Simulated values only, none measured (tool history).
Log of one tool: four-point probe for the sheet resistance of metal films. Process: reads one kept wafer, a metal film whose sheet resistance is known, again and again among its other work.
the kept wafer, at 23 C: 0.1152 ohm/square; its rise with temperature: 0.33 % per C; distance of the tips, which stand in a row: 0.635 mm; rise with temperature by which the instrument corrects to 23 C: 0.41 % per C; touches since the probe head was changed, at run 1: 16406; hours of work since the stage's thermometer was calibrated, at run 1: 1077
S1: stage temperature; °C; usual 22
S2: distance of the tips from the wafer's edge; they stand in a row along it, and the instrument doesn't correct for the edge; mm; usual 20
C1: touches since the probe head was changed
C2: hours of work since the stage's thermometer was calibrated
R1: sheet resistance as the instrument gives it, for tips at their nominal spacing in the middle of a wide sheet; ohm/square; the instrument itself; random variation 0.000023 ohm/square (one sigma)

run 1 hour=0 | S1=22 S2=20 | C1=16406 C2=1077 | R1=0.115336
run 2 hour=19.4 | S1=22 S2=20 | C1=16766 C2=1092 | R1=0.115325
run 3 hour=62.6 | S1=22 S2=20 | C1=17569 C2=1125 | R1=0.115368
run 4 hour=105.8 | S1=22 S2=20 | C1=18373 C2=1158 | R1=0.115344
run 5 hour=140.3 | S1=22 S2=20 | C1=19015 C2=1185 | R1=0.11533
run 6 hour=176.1 | S1=22 S2=20 | C1=19680 C2=1212 | R1=0.115345
run 7 hour=220 | S1=22 S2=20 | C1=20498 C2=1246 | R1=0.115347
run 8 hour=242.3 | S1=22 S2=20 | C1=20912 C2=1263 | R1=0.115385
run 9 hour=276.2 | S1=31 S2=4 | C1=21541 C2=1289 | R1=0.116005
run 10 hour=317.8 | S1=20 S2=13 | C1=22316 C2=1321 | R1=0.115641
run 11 hour=350.2 | S1=18 S2=44 | C1=22918 C2=1346 | R1=0.115695
run 12 hour=388.7 | S1=18 S2=44 | C1=23633 C2=1375 | R1=0.115688
run 13 hour=428.3 | S1=18 S2=44 | C1=24371 C2=1406 | R1=0.115714
run 14 hour=469.8 | S1=32 S2=10 | C1=25142 C2=1438 | R1=0.114622
run 15 hour=510.5 | S1=32 S2=10 | C1=25898 C2=1469 | R1=0.114645
run 16 hour=546.4 | S1=25 S2=40 | C1=26566 C2=1496 | R1=0.11504

Forecast each of these 5 alternatives for the next run:
run A hour=586.2 | S1=25 S2=40 | C1=27307 C2=1527 | R1=?
run B hour=586.2 | S1=32 S2=18 | C1=27307 C2=1527 | R1=?
run C hour=586.2 | S1=31 S2=6 | C1=27307 C2=1527 | R1=?
run D hour=586.2 | S1=30 S2=3 | C1=27307 C2=1527 | R1=?
run E hour=586.2 | S1=22 S2=41 | C1=27307 C2=1527 | R1=?

run=A R1=0.115019
run=B R1=0.114428
run=C R1=0.115124
run=D R1=0.117261
run=E R1=0.115292
Without the tool's hidden state the same runs would have given:
run=A R1=0.115018
run=B R1=0.114427
run=C R1=0.115124
run=D R1=0.11726
run=E R1=0.115291

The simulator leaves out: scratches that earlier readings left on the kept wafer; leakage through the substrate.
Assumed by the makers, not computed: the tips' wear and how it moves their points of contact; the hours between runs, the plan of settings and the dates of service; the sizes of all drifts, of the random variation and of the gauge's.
